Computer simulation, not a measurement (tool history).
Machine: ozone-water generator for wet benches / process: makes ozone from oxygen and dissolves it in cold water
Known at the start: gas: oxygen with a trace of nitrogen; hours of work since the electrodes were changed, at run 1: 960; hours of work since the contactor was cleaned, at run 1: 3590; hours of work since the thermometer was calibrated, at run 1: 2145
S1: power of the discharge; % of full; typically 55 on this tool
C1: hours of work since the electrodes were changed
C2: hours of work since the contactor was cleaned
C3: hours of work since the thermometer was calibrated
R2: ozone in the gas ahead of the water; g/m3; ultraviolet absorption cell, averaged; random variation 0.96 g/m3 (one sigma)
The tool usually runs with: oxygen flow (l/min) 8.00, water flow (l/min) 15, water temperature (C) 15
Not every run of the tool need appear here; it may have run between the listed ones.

run 1 hour=0.0 | S1=55 oxygen_flow_(l/min)=8.00 water_flow_(l/min)=15 water_temperature_(C)=15 | C1=960 C2=3590 C3=2145 | dissolved_ozone_(ppm)=26.8 R2=158.5
run 2 hour=24.9 | S1=55 oxygen_flow_(l/min)=8.00 water_flow_(l/min)=15 water_temperature_(C)=15 | C1=978 C2=3608 C3=2164 | dissolved_ozone_(ppm)=26.9 R2=158.4
run 3 hour=55.6 | S1=76 oxygen_flow_(l/min)=8.00 water_flow_(l/min)=15 water_temperature_(C)=15 | C1=1001 C2=3631 C3=2186 | dissolved_ozone_(ppm)=33.7 R2=198.1
run 4 hour=82.9 | S1=55 oxygen_flow_(l/min)=8.00 water_flow_(l/min)=15 water_temperature_(C)=15 | C1=1021 C2=3651 C3=2206 | dissolved_ozone_(ppm)=26.7 R2=157.8
run 5 hour=114.8 | S1=55 oxygen_flow_(l/min)=8.00 water_flow_(l/min)=15 water_temperature_(C)=15 | C1=1044 C2=3674 C3=2230 | dissolved_ozone_(ppm)=26.3 R2=158.5
run 6 hour=131.7 | S1=55 oxygen_flow_(l/min)=8.00 water_flow_(l/min)=15 water_temperature_(C)=15 | C1=1057 C2=3687 C3=2242 | dissolved_ozone_(ppm)=26.7 R2=159.0
-- hour=138.4 contactor cleaned
run 7 hour=152.7 | S1=77 oxygen_flow_(l/min)=8.00 water_flow_(l/min)=15 water_temperature_(C)=15 | C1=1069 C2=11 C3=2255 | dissolved_ozone_(ppm)=36.3 R2=200.3
run 8 hour=169.7 | S1=77 oxygen_flow_(l/min)=8.00 water_flow_(l/min)=15 water_temperature_(C)=15 | C1=1082 C2=23 C3=2267 | dissolved_ozone_(ppm)=36.3 R2=199.9
run 9 hour=189.9 | S1=55 oxygen_flow_(l/min)=8.00 water_flow_(l/min)=15 water_temperature_(C)=15 | C1=1097 C2=38 C3=2282 | dissolved_ozone_(ppm)=28.7 R2=157.2
run 10 hour=216.1 | S1=55 oxygen_flow_(l/min)=8.00 water_flow_(l/min)=15 water_temperature_(C)=15 | C1=1116 C2=57 C3=2302 | dissolved_ozone_(ppm)=28.8 R2=157.0
run 11 hour=245.5 | S1=55 oxygen_flow_(l/min)=8.00 water_flow_(l/min)=15 water_temperature_(C)=15 | C1=1138 C2=79 C3=2323 | dissolved_ozone_(ppm)=28.5 R2=156.8
run 12 hour=275.1 | S1=44 oxygen_flow_(l/min)=8.00 water_flow_(l/min)=15 water_temperature_(C)=15 | C1=1160 C2=101 C3=2345 | dissolved_ozone_(ppm)=24.2 R2=135.2
run 13 hour=301.3 | S1=44 oxygen_flow_(l/min)=8.00 water_flow_(l/min)=15 water_temperature_(C)=15 | C1=1179 C2=120 C3=2364 | dissolved_ozone_(ppm)=24.3 R2=133.6
run 14 hour=326.6 | S1=55 oxygen_flow_(l/min)=8.00 water_flow_(l/min)=15 water_temperature_(C)=15 | C1=1198 C2=139 C3=2383 | dissolved_ozone_(ppm)=28.0 R2=156.6
run 15 hour=354.4 | S1=55 oxygen_flow_(l/min)=8.00 water_flow_(l/min)=16 water_temperature_(C)=12 | C1=1218 C2=159 C3=2403 | dissolved_ozone_(ppm)=29.0 R2=157.6
run 16 hour=370.6 | S1=55 oxygen_flow_(l/min)=8.00 water_flow_(l/min)=16 water_temperature_(C)=12 | C1=1230 C2=171 C3=2415 | dissolved_ozone_(ppm)=28.7 R2=157.5
run 17 hour=394.3 | S1=78 oxygen_flow_(l/min)=8.00 water_flow_(l/min)=15 water_temperature_(C)=15 | C1=1247 C2=189 C3=2433 | dissolved_ozone_(ppm)=36.2 R2=199.4
run 18 hour=408.2 | S1=74 oxygen_flow_(l/min)=9.70 water_flow_(l/min)=21 water_temperature_(C)=15 | C1=1258 C2=199 C3=2443 | dissolved_ozone_(ppm)=27.2 R2=169.0
run 19 hour=431.1 | S1=74 oxygen_flow_(l/min)=9.70 water_flow_(l/min)=21 water_temperature_(C)=15 | C1=1275 C2=216 C3=2460 | dissolved_ozone_(ppm)=27.0 R2=170.2
run 20 hour=461.0 | S1=62 oxygen_flow_(l/min)=12.77 water_flow_(l/min)=13 water_temperature_(C)=15 | C1=1297 C2=238 C3=2482 | dissolved_ozone_(ppm)=28.3 R2=125.2
run 21 hour=486.8 | S1=62 oxygen_flow_(l/min)=12.77 water_flow_(l/min)=13 water_temperature_(C)=15 | C1=1316 C2=257 C3=2501 | dissolved_ozone_(ppm)=28.7 R2=125.9
run 22 hour=506.3 | S1=62 oxygen_flow_(l/min)=12.77 water_flow_(l/min)=13 water_temperature_(C)=15 | C1=1330 C2=271 C3=2515 | dissolved_ozone_(ppm)=28.4 R2=125.4
run 23 hour=524.9 | S1=62 oxygen_flow_(l/min)=6.80 water_flow_(l/min)=20 water_temperature_(C)=15 | C1=1344 C2=285 C3=2529 | dissolved_ozone_(ppm)=26.1 R2=187.9
run 24 hour=550.7 | S1=47 oxygen_flow_(l/min)=8.00 water_flow_(l/min)=23 water_temperature_(C)=15 | C1=1363 C2=304 C3=2548 | dissolved_ozone_(ppm)=19.1 R2=138.5
run 25 hour=565.6 | S1=94 oxygen_flow_(l/min)=8.00 water_flow_(l/min)=23 water_temperature_(C)=8 | C1=1374 C2=315 C3=2559 | dissolved_ozone_(ppm)=33.9 R2=229.8
run 26 hour=583.8 | S1=94 oxygen_flow_(l/min)=8.00 water_flow_(l/min)=23 water_temperature_(C)=8 | C1=1387 C2=328 C3=2572 | dissolved_ozone_(ppm)=34.2 R2=222.7
run 27 hour=610.6 | S1=75 oxygen_flow_(l/min)=7.04 water_flow_(l/min)=17 water_temperature_(C)=11 | C1=1407 C2=348 C3=2592 | dissolved_ozone_(ppm)=35.8 R2=213.3

Predict each of these 5 candidate next runs independently; none follows another, all start after run 27:
run A hour=642.4 | S1=75 oxygen_flow_(l/min)=10.44 water_flow_(l/min)=20 water_temperature_(C)=7 | C1=1430 C2=371 C3=2616 | dissolved_ozone_(ppm)=? R2=?
run B hour=642.4 | S1=57 oxygen_flow_(l/min)=8.00 water_flow_(l/min)=15 water_temperature_(C)=9 | C1=1430 C2=371 C3=2616 | dissolved_ozone_(ppm)=? R2=?
run C hour=642.4 | S1=55 oxygen_flow_(l/min)=8.00 water_flow_(l/min)=15 water_temperature_(C)=15 | C1=1430 C2=371 C3=2616 | dissolved_ozone_(ppm)=? R2=?
run D hour=642.4 | S1=55 oxygen_flow_(l/min)=4.40 water_flow_(l/min)=21 water_temperature_(C)=9 | C1=1430 C2=371 C3=2616 | dissolved_ozone_(ppm)=? R2=?
run E hour=642.4 | S1=75 oxygen_flow_(l/min)=7.04 water_flow_(l/min)=13 water_temperature_(C)=13 | C1=1430 C2=371 C3=2616 | dissolved_ozone_(ppm)=? R2=?

run=A dissolved_ozone_(ppm)=31.6 R2=161.8
run=B dissolved_ozone_(ppm)=32.3 R2=160.0
run=C dissolved_ozone_(ppm)=27.7 R2=155.5
run=D dissolved_ozone_(ppm)=25.8 R2=231.5
run=E dissolved_ozone_(ppm)=40.3 R2=210.0
With no hidden state in the tool, these same runs would have given:
run=A dissolved_ozone_(ppm)=34.2 R2=173.1
run=B dissolved_ozone_(ppm)=34.5 R2=168.9
run=C dissolved_ozone_(ppm)=29.5 R2=164.0
run=D dissolved_ozone_(ppm)=27.5 R2=244.0
run=E dissolved_ozone_(ppm)=43.5 R2=224.7
